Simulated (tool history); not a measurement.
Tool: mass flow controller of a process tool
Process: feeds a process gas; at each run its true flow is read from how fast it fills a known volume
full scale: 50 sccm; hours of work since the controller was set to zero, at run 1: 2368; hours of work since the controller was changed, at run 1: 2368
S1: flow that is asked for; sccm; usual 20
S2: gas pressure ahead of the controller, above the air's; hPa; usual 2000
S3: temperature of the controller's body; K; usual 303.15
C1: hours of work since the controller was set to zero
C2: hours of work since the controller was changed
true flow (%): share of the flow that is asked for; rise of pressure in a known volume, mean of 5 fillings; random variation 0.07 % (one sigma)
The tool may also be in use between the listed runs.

{"run": 1, "hour": 0.0, "S1": 20, "S2": 2000, "S3": 303.15, "C1": 2368, "C2": 2368, "true flow (%)": 99.32}
{"run": 2, "hour": 151.9, "S1": 6, "S2": 2000, "S3": 303.15, "C1": 2444, "C2": 2444, "true flow (%)": 101.09}
{"run": 3, "hour": 320.6, "S1": 6, "S2": 2000, "S3": 303.15, "C1": 2530, "C2": 2530, "true flow (%)": 101.34}
{"run": 4, "hour": 467.2, "S1": 20, "S2": 2000, "S3": 303.15, "C1": 2604, "C2": 2604, "true flow (%)": 99.56}
{"run": 5, "hour": 638.2, "S1": 20, "S2": 2000, "S3": 303.15, "C1": 2691, "C2": 2691, "true flow (%)": 99.5}
{"run": 6, "hour": 733.1, "S1": 20, "S2": 2000, "S3": 303.15, "C1": 2739, "C2": 2739, "true flow (%)": 99.55}
{"run": 7, "hour": 888.2, "S1": 20, "S2": 2000, "S3": 303.15, "C1": 2817, "C2": 2817, "true flow (%)": 99.68}
{"run": 8, "hour": 972.1, "S1": 20, "S2": 2000, "S3": 303.15, "C1": 2859, "C2": 2859, "true flow (%)": 99.7}
{"run": 9, "hour": 1057.6, "S1": 20, "S2": 2000, "S3": 303.15, "C1": 2903, "C2": 2903, "true flow (%)": 99.59}
{"run": 10, "hour": 1192.2, "S1": 20, "S2": 2000, "S3": 303.15, "C1": 2971, "C2": 2971, "true flow (%)": 99.8}
{"run": 11, "hour": 1285.3, "S1": 21, "S2": 2000, "S3": 303.15, "C1": 3018, "C2": 3018, "true flow (%)": 99.66}
{"run": 12, "hour": 1369.5, "S1": 20, "S2": 2000, "S3": 303.15, "C1": 3061, "C2": 3061, "true flow (%)": 99.65}
{"run": 13, "hour": 1560.2, "S1": 20, "S2": 2000, "S3": 295.15, "C1": 3157, "C2": 3157, "true flow (%)": 100.29}
{"run": 14, "hour": 1739.0, "S1": 20, "S2": 2000, "S3": 295.15, "C1": 3248, "C2": 3248, "true flow (%)": 100.46}
{"run": 15, "hour": 1867.1, "S1": 20, "S2": 2000, "S3": 303.15, "C1": 3312, "C2": 3312, "true flow (%)": 99.91}
{"run": 16, "hour": 2026.3, "S1": 20, "S2": 2000, "S3": 303.15, "C1": 3393, "C2": 3393, "true flow (%)": 100.08}
{"run": 17, "hour": 2203.9, "S1": 20, "S2": 2000, "S3": 306.15, "C1": 3483, "C2": 3483, "true flow (%)": 99.95}
{"run": 18, "hour": 2408.9, "S1": 20, "S2": 2000, "S3": 303.15, "C1": 3587, "C2": 3587, "true flow (%)": 100.26}
{"run": 19, "hour": 2520.4, "S1": 20, "S2": 2460, "S3": 303.15, "C1": 3643, "C2": 3643, "true flow (%)": 100.44}
{"run": 20, "hour": 2725.6, "S1": 20, "S2": 2460, "S3": 303.15, "C1": 3747, "C2": 3747, "true flow (%)": 100.65}
{"run": 21, "hour": 2900.3, "S1": 20, "S2": 2460, "S3": 303.15, "C1": 3835, "C2": 3835, "true flow (%)": 100.56}
{"run": 22, "hour": 3008.6, "S1": 20, "S2": 2460, "S3": 303.15, "C1": 3890, "C2": 3890, "true flow (%)": 100.53}

Forecast run 23:
{"run": 23, "hour": 3163.7, "S1": 43, "S2": 2000, "S3": 303.15, "C1": 3968, "C2": 3968, "true flow (%)": "?"}

true flow (%): 100.95
Without the tool's hidden state the same run would have given true flow (%) 99.12.

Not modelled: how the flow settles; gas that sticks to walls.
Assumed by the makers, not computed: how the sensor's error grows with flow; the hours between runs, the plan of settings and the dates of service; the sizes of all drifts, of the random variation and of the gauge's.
